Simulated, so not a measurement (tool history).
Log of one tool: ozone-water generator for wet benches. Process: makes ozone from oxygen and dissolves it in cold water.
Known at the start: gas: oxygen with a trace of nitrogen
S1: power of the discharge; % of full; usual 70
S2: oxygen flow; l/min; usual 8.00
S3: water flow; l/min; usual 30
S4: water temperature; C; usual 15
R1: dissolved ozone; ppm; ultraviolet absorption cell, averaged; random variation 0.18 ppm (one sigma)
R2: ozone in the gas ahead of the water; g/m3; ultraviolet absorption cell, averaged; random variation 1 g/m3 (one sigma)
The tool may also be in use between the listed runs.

| run | hour | S1 | S2 | S3 | S4 | R1 | R2 |
|---|---|---|---|---|---|---|---|
| 1 | 0.0 | 70 | 8.00 | 30 | 15 | 23.9 | 183.4 |
| 2 | 179.6 | 70 | 8.00 | 30 | 13 | 24.7 | 185.4 |
| 3 | 323.0 | 70 | 8.00 | 30 | 15 | 24.1 | 183.2 |
| 4 | 484.4 | 70 | 8.00 | 30 | 14 | 24.3 | 182.8 |
| 5 | 668.1 | 49 | 8.00 | 30 | 15 | 17.8 | 133.3 |
| 6 | 822.0 | 70 | 8.00 | 30 | 15 | 24.0 | 180.1 |
| 7 | 947.4 | 70 | 8.00 | 30 | 15 | 24.1 | 184.3 |
| 8 | 1146.2 | 70 | 8.00 | 41 | 15 | 18.9 | 181.8 |
| 9 | 1226.1 | 70 | 8.00 | 41 | 17 | 18.4 | 183.4 |
| 10 | 1333.2 | 70 | 8.00 | 35 | 17 | 20.9 | 182.8 |
| 11 | 1448.3 | 80 | 8.00 | 30 | 15 | 27.1 | 205.6 |
| 12 | 1546.7 | 80 | 8.00 | 30 | 15 | 26.9 | 200.8 |
| 13 | 1627.6 | 89 | 4.70 | 20 | 8 | 37.2 | 260.8 |
| 14 | 1783.0 | 63 | 5.62 | 30 | 19 | 19.0 | 183.5 |
|  | 1850.1 | water thermometer calibrated |
| 15 | 1912.6 | 45 | 8.00 | 30 | 19 | 15.7 | 121.4 |
| 16 | 2009.0 | 50 | 6.06 | 29 | 15 | 17.1 | 147.4 |
| 17 | 2125.8 | 50 | 6.06 | 29 | 15 | 16.8 | 148.3 |
| 18 | 2225.8 | 84 | 8.00 | 30 | 19 | 26.2 | 211.1 |
| 19 | 2406.7 | 74 | 5.48 | 30 | 16 | 22.1 | 212.3 |
| 20 | 2604.7 | 83 | 6.47 | 42 | 10 | 20.6 | 220.0 |
| 21 | 2767.2 | 88 | 10.43 | 43 | 10 | 25.4 | 203.0 |
| 22 | 2859.2 | 88 | 10.43 | 43 | 10 | 25.4 | 201.3 |

4 ways to go on from here, each from the tool as it stands after run 22. What would each give?
| A | 2941.7 | 88 | 10.43 | 21 | 14 | ? | ? |
| B | 2941.7 | 44 | 8.13 | 30 | 19 | ? | ? |
| C | 2941.7 | 88 | 10.43 | 31 | 10 | ? | ? |
| D | 2941.7 | 57 | 8.60 | 43 | 13 | ? | ? |

| run | R1 | R2 |
|---|---|---|
| A | 39.2 | 201.4 |
| B | 15.2 | 121.0 |
| C | 32.8 | 201.3 |
| D | 15.5 | 147.1 |
Without the tool's hidden state the same runs would have given:
| run | R1 | R2 |
|---|---|---|
| A | 39.2 | 206.1 |
| B | 15.2 | 123.7 |
| C | 32.8 | 205.9 |
| D | 15.5 | 150.4 |
